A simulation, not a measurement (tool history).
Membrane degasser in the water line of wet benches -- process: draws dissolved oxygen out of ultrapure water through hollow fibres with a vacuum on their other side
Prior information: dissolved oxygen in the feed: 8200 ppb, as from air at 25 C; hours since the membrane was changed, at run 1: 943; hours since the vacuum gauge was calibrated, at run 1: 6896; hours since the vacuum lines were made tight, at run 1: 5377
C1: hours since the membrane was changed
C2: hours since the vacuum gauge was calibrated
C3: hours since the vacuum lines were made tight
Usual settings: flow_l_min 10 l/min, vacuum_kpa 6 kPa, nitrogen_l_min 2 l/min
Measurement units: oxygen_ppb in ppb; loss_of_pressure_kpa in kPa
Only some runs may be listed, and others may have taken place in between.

{"run": 1, "hour": 0.0, "flow_l_min": 10, "vacuum_kpa": 6, "nitrogen_l_min": 2, "C1": 943, "C2": 6896, "C3": 5377, "oxygen_ppb": 66.5, "loss_of_pressure_kpa": 59.09}
{"run": 2, "hour": 54.5, "flow_l_min": 10, "vacuum_kpa": 7, "nitrogen_l_min": 2, "C1": 998, "C2": 6950, "C3": 5432, "oxygen_ppb": 79.7, "loss_of_pressure_kpa": 59.18}
{"run": 3, "hour": 90.6, "flow_l_min": 10, "vacuum_kpa": 7, "nitrogen_l_min": 2, "C1": 1034, "C2": 6987, "C3": 5468, "oxygen_ppb": 79, "loss_of_pressure_kpa": 58.43}
{"run": 4, "hour": 122.0, "flow_l_min": 10, "vacuum_kpa": 4.1, "nitrogen_l_min": 2, "C1": 1065, "C2": 7018, "C3": 5499, "oxygen_ppb": 43.3, "loss_of_pressure_kpa": 59.71}
{"run": 5, "hour": 154.8, "flow_l_min": 10, "vacuum_kpa": 6, "nitrogen_l_min": 2, "C1": 1098, "C2": 7051, "C3": 5532, "oxygen_ppb": 66.2, "loss_of_pressure_kpa": 58.54}
{"run": 6, "hour": 180.6, "flow_l_min": 10, "vacuum_kpa": 6, "nitrogen_l_min": 2, "C1": 1124, "C2": 7077, "C3": 5558, "oxygen_ppb": 66.5, "loss_of_pressure_kpa": 59.24}
{"run": 7, "hour": 217.1, "flow_l_min": 7, "vacuum_kpa": 6, "nitrogen_l_min": 2, "C1": 1160, "C2": 7113, "C3": 5595, "oxygen_ppb": 39.7, "loss_of_pressure_kpa": 41.41}
{"run": 8, "hour": 267.4, "flow_l_min": 10, "vacuum_kpa": 6, "nitrogen_l_min": 2, "C1": 1211, "C2": 7163, "C3": 5645, "oxygen_ppb": 66.8, "loss_of_pressure_kpa": 59.13}
{"run": 9, "hour": 316.3, "flow_l_min": 10, "vacuum_kpa": 6, "nitrogen_l_min": 2, "C1": 1259, "C2": 7212, "C3": 5694, "oxygen_ppb": 67.5, "loss_of_pressure_kpa": 59.03}
{"run": 10, "hour": 372.4, "flow_l_min": 10, "vacuum_kpa": 6, "nitrogen_l_min": 2, "C1": 1316, "C2": 7268, "C3": 5750, "oxygen_ppb": 67.1, "loss_of_pressure_kpa": 59.07}
{"run": 11, "hour": 422.4, "flow_l_min": 10, "vacuum_kpa": 6, "nitrogen_l_min": 2, "C1": 1366, "C2": 7318, "C3": 5800, "oxygen_ppb": 66, "loss_of_pressure_kpa": 59.01}
{"run": 12, "hour": 451.9, "flow_l_min": 10, "vacuum_kpa": 6, "nitrogen_l_min": 2, "C1": 1395, "C2": 7348, "C3": 5829, "oxygen_ppb": 66.7, "loss_of_pressure_kpa": 59.08}
{"run": 13, "hour": 494.0, "flow_l_min": 10, "vacuum_kpa": 6, "nitrogen_l_min": 2, "C1": 1437, "C2": 7390, "C3": 5871, "oxygen_ppb": 66.2, "loss_of_pressure_kpa": 58.98}
{"run": 14, "hour": 529.4, "flow_l_min": 10, "vacuum_kpa": 6, "nitrogen_l_min": 2, "C1": 1473, "C2": 7425, "C3": 5907, "oxygen_ppb": 67.1, "loss_of_pressure_kpa": 59.31}
{"run": 15, "hour": 554.3, "flow_l_min": 10, "vacuum_kpa": 6, "nitrogen_l_min": 1.67, "C1": 1497, "C2": 7450, "C3": 5932, "oxygen_ppb": 74.2, "loss_of_pressure_kpa": 59.14}
{"run": 16, "hour": 588.5, "flow_l_min": 10, "vacuum_kpa": 6, "nitrogen_l_min": 4.05, "C1": 1532, "C2": 7484, "C3": 5966, "oxygen_ppb": 47.7, "loss_of_pressure_kpa": 59.21}
{"run": 17, "hour": 614.0, "flow_l_min": 7, "vacuum_kpa": 5.41, "nitrogen_l_min": 0.88, "C1": 1557, "C2": 7510, "C3": 5991, "oxygen_ppb": 62.4, "loss_of_pressure_kpa": 41.49}
{"run": 18, "hour": 656.7, "flow_l_min": 7, "vacuum_kpa": 5.41, "nitrogen_l_min": 1.74, "C1": 1600, "C2": 7553, "C3": 6034, "oxygen_ppb": 38.6, "loss_of_pressure_kpa": 41.52}

Run 19 has not been measured yet. What should we expect?
{"run": 19, "hour": 715.0, "flow_l_min": 7, "vacuum_kpa": 5.41, "nitrogen_l_min": 1.74, "C1": 1658, "C2": 7611, "C3": 6092, "oxygen_ppb": "?", "loss_of_pressure_kpa": "?"}

oxygen_ppb: 38.5 ppb
loss_of_pressure_kpa: 41.54 kPa
Had the tool carried no hidden state, the very same run would have given oxygen_ppb 32.7 ppb, loss_of_pressure_kpa 41.21 kPa.
